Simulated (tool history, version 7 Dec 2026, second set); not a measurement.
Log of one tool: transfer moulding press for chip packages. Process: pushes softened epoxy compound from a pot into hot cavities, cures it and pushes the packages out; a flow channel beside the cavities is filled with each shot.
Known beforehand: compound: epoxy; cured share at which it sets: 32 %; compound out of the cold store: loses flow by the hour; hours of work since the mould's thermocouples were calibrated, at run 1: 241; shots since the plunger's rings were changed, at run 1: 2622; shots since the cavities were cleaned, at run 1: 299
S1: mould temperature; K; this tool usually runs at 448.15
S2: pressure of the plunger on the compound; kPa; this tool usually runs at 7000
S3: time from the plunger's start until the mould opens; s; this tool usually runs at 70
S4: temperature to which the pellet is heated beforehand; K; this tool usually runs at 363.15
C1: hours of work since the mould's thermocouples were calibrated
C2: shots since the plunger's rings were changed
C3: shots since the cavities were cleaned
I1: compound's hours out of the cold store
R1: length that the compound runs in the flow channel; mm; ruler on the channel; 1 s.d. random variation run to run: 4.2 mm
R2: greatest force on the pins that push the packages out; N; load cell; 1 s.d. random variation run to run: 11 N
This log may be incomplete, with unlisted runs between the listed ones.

Run 1, hour 0.0: usual settings; C1 241; C2 2622; C3 299; I1 45.5. Result: R1 641 mm, R2 668 N.
Run 2, hour 8.1: usual settings; C1 245; C2 2715; C3 392; I1 22.4. Result: R1 700 mm, R2 732 N.
Run 3, hour 16.1: usual settings; C1 250; C2 2806; C3 483; I1 11.2. Result: R1 738 mm, R2 763 N.
Run 4, hour 20.9: usual settings but S4 357.15 K; C1 252; C2 2861; C3 538; I1 18.5. Result: R1 723 mm, R2 781 N.
At hour 25.3: cavities cleaned with cleaning compound and waxed.
Run 5, hour 33.0: usual settings but S4 357.15 K; C1 258; C2 2982; C3 89; I1 36.6. Result: R1 662 mm, R2 877 N.
Run 6, hour 44.3: usual settings but S3 57 s; C1 264; C2 3110; C3 217; I1 17.1. Result: R1 729 mm, R2 1596 N.
At hour 50.9: cavities cleaned with cleaning compound and waxed, once more.
Run 7, hour 52.4: usual settings but S1 445.15 K, S2 6750 kPa, S3 76 s, S4 366.15 K; C1 268; C2 3185; C3 17; I1 41.6. Result: R1 643 mm, R2 525 N.

Run 8 has not been measured yet. What should we expect?
Run 8, hour 63.1: usual settings but S1 445.15 K, S2 6750 kPa, S3 76 s, S4 366.15 K; C1 273; C2 3308; C3 140; I1 27.9. Result: R1 ?, R2 ?.

R1: 688 mm
R2: 586 N
With no hidden state in the tool, this same run would have given R1 705 mm, R2 509 N.
